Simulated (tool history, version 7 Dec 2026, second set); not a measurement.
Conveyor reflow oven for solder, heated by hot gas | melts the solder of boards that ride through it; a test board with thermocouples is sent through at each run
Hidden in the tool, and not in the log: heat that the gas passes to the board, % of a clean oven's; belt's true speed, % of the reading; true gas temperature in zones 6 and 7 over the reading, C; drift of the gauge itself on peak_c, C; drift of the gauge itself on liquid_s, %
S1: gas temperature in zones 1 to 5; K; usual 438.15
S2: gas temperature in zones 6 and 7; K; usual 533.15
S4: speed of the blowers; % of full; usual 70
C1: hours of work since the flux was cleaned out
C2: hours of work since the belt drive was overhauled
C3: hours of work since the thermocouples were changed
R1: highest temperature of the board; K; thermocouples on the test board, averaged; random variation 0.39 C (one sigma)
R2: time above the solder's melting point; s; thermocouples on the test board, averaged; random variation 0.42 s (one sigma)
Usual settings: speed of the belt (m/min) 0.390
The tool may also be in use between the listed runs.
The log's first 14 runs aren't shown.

{"day": 29.392, "done": "thermocouples of zones 6 and 7 changed"}
{"run": 15, "day": 30.892, "S1": 446.15, "S2": 533.15, "speed of the belt (m/min)": 0.39, "S4": 70, "C1": 128, "C2": 783, "C3": 28, "R1": 521.85, "R2": 67.0}
{"day": 33.129, "done": "flux residue cleaned out of gas plates and filters"}
{"run": 16, "day": 33.762, "S1": 438.15, "S2": 533.15, "speed of the belt (m/min)": 0.39, "S4": 70, "C1": 12, "C2": 832, "C3": 77, "R1": 520.85, "R2": 65.5}
{"run": 17, "day": 35.442, "S1": 438.15, "S2": 533.15, "speed of the belt (m/min)": 0.386, "S4": 70, "C1": 43, "C2": 863, "C3": 108, "R1": 521.05, "R2": 65.4}
{"run": 18, "day": 38.129, "S1": 438.15, "S2": 533.15, "speed of the belt (m/min)": 0.386, "S4": 70, "C1": 92, "C2": 913, "C3": 157, "R1": 520.95, "R2": 64.8}
{"run": 19, "day": 39.775, "S1": 450.15, "S2": 533.15, "speed of the belt (m/min)": 0.39, "S4": 89, "C1": 123, "C2": 943, "C3": 188, "R1": 524.75, "R2": 73.5}
{"run": 20, "day": 41.2, "S1": 450.15, "S2": 533.15, "speed of the belt (m/min)": 0.39, "S4": 89, "C1": 149, "C2": 969, "C3": 214, "R1": 525.05, "R2": 73.4}
{"day": 42.404, "done": "flux residue cleaned out of gas plates and filters"}
{"run": 21, "day": 42.908, "S1": 451.15, "S2": 533.15, "speed of the belt (m/min)": 0.35, "S4": 69, "C1": 9, "C2": 997, "C3": 242, "R1": 525.35, "R2": 83.0}
{"run": 22, "day": 45.833, "S1": 451.15, "S2": 533.15, "speed of the belt (m/min)": 0.35, "S4": 69, "C1": 63, "C2": 1051, "C3": 295, "R1": 524.35, "R2": 82.9}
{"run": 23, "day": 48.496, "S1": 428.15, "S2": 541.15, "speed of the belt (m/min)": 0.441, "S4": 64, "C1": 112, "C2": 1100, "C3": 345, "R1": 519.15, "R2": 50.4}
{"run": 24, "day": 50.188, "S1": 436.15, "S2": 533.15, "speed of the belt (m/min)": 0.39, "S4": 69, "C1": 143, "C2": 1131, "C3": 376, "R1": 519.55, "R2": 61.5}
{"day": 51.554, "done": "flux residue cleaned out of gas plates and filters"}
{"day": 51.721, "done": "belt drive overhauled, speed set with a stopwatch"}
{"run": 25, "day": 52.625, "S1": 438.15, "S2": 533.15, "speed of the belt (m/min)": 0.345, "S4": 72, "C1": 17, "C2": 17, "C3": 414, "R1": 523.85, "R2": 76.6}
{"run": 26, "day": 54.758, "S1": 438.15, "S2": 532.15, "speed of the belt (m/min)": 0.39, "S4": 69, "C1": 56, "C2": 56, "C3": 453, "R1": 518.85, "R2": 60.6}
{"run": 27, "day": 57.25, "S1": 438.15, "S2": 532.15, "speed of the belt (m/min)": 0.39, "S4": 69, "C1": 102, "C2": 102, "C3": 499, "R1": 518.25, "R2": 60.1}
{"run": 28, "day": 59.021, "S1": 438.15, "S2": 533.15, "speed of the belt (m/min)": 0.39, "S4": 60, "C1": 135, "C2": 135, "C3": 532, "R1": 516.25, "R2": 57.0}
{"day": 60.8, "done": "flux residue cleaned out of gas plates and filters"}
{"run": 29, "day": 62.212, "S1": 438.15, "S2": 533.15, "speed of the belt (m/min)": 0.39, "S4": 60, "C1": 26, "C2": 190, "C3": 587, "R1": 516.75, "R2": 58.5}
{"run": 30, "day": 64.962, "S1": 426.15, "S2": 533.15, "speed of the belt (m/min)": 0.39, "S4": 57, "C1": 77, "C2": 240, "C3": 637, "R1": 512.95, "R2": 49.5}
{"day": 65.312, "done": "thermocouples of zones 6 and 7 changed"}
{"run": 31, "day": 68.004, "S1": 426.15, "S2": 533.15, "speed of the belt (m/min)": 0.39, "S4": 57, "C1": 131, "C2": 295, "C3": 50, "R1": 515.05, "R2": 50.8}

Forecast each of these 3 alternatives for the next run:
{"day": 70.192, "done": "flux residue cleaned out of gas plates and filters"}
{"run": "A", "day": 71.108, "S1": 429.15, "S2": 541.15, "speed of the belt (m/min)": 0.374, "S4": 70, "C1": 17, "C2": 348, "C3": 103, "R1": "?", "R2": "?"}
{"day": 70.192, "done": "flux residue cleaned out of gas plates and filters"}
{"run": "B", "day": 71.108, "S1": 443.15, "S2": 522.15, "speed of the belt (m/min)": 0.39, "S4": 73, "C1": 17, "C2": 348, "C3": 103, "R1": "?", "R2": "?"}
{"day": 70.192, "done": "flux residue cleaned out of gas plates and filters"}
{"run": "C", "day": 71.108, "S1": 447.15, "S2": 533.15, "speed of the belt (m/min)": 0.457, "S4": 69, "C1": 17, "C2": 348, "C3": 103, "R1": "?", "R2": "?"}

run=A R1=528.05 R2=69.0
run=B R1=512.55 R2=55.9
run=C R1=517.55 R2=52.6
Without the tool's hidden state the same runs would have given:
run=A R1=528.45 R2=69.0
run=B R1=512.85 R2=56.1
run=C R1=517.85 R2=52.8
